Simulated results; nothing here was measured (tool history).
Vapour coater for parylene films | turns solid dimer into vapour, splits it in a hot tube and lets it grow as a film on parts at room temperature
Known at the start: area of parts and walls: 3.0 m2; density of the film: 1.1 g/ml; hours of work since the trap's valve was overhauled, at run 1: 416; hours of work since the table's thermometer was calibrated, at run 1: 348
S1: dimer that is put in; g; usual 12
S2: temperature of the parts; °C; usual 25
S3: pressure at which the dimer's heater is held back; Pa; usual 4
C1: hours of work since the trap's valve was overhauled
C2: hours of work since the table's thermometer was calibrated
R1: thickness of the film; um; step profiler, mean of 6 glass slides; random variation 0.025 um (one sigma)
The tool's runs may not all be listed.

run	hour	S1	S2	S3	C1	C2	R1
1	0	12	25	4	416	348	1.64
2	16.4	12	25	4	428	361	1.66
# hour 26.8: trap's valve overhauled
3	31.5	12	25	4	4	369	1.9
4	45	12	25	4	14	379	1.96
5	60.2	12	25	4	25	391	1.93
6	75	12	25	4	36	402	1.91
7	83.9	12	18	4	43	409	2.33
8	99.6	12	25	4	55	421	1.88
9	112.8	12	25	4	65	431	1.91
10	120.8	12	25	4	71	437	1.87
11	131.3	12	25	4	79	445	1.88
12	145.2	12	25	4	90	455	1.85
13	157	12	25	4	99	464	1.89
14	168.4	12	25	9.39	107	473	1.67
15	179.5	12	25	9.39	115	481	1.68
16	189.7	10	25	4	123	489	1.52
17	198.2	10	25	4	130	495	1.52
18	210.5	12	25	4	139	505	1.88
19	224.9	12	25	4	150	515	1.84
20	241.1	12	25	4	162	528	1.85
21	256.4	12	25	4	174	539	1.85
# hour 258.3: table's thermometer calibrated
22	272.7	10	31	6.72	185	11	1.21
23	288.1	17	25	4.23	197	23	2.55
24	295	12	32	2.18	202	28	1.61
25	305	15	28	9.88	210	35	1.88
26	320.4	10	19	3.59	221	47	1.83
27	336.9	10	19	3.59	234	59	1.82
# hour 343.9: table's thermometer calibrated, once more
28	349.4	19	19	2.62	243	4	3.48
29	365.3	12	32	4	255	16	1.47
30	379.9	12	25	7.32	266	27	1.63
31	394.8	8	24	7.25	277	38	1.08
32	404.3	8	24	7.25	284	46	1.09
33	414.8	7	19	3.86	292	54	1.25
34	423.7	7	19	3.86	299	60	1.2
35	440	13	26	2.37	311	73	1.93
36	453.7	17	19	3.51	321	83	2.98
37	464.6	6	27	8.36	330	91	0.7
38	471.5	15	35	3.24	335	96	1.63
39	487.7	10	35	3.56	347	109	1.07
40	503	10	35	3.56	359	120	1.06

The same runs without the tool's hidden state, with the same run-to-run variation:
The hidden state here: vapour lost through the trap's worn valve, %; true temperature of the parts over the reading, C; drift of the gauge itself on film_um, %.
run	R1
1	1.89
2	1.93
3	1.89
4	1.96
5	1.94
6	1.92
7	2.35
8	1.9
9	1.93
10	1.9
11	1.91
12	1.89
13	1.94
14	1.72
15	1.74
16	1.57
17	1.58
18	1.95
19	1.92
20	1.94
21	1.94
22	1.27
23	2.68
24	1.69
25	1.98
26	1.94
27	1.94
28	3.81
29	1.61
30	1.8
31	1.2
32	1.21
33	1.39
34	1.34
35	2.16
36	3.35
37	0.8
38	1.84
39	1.21
40	1.21
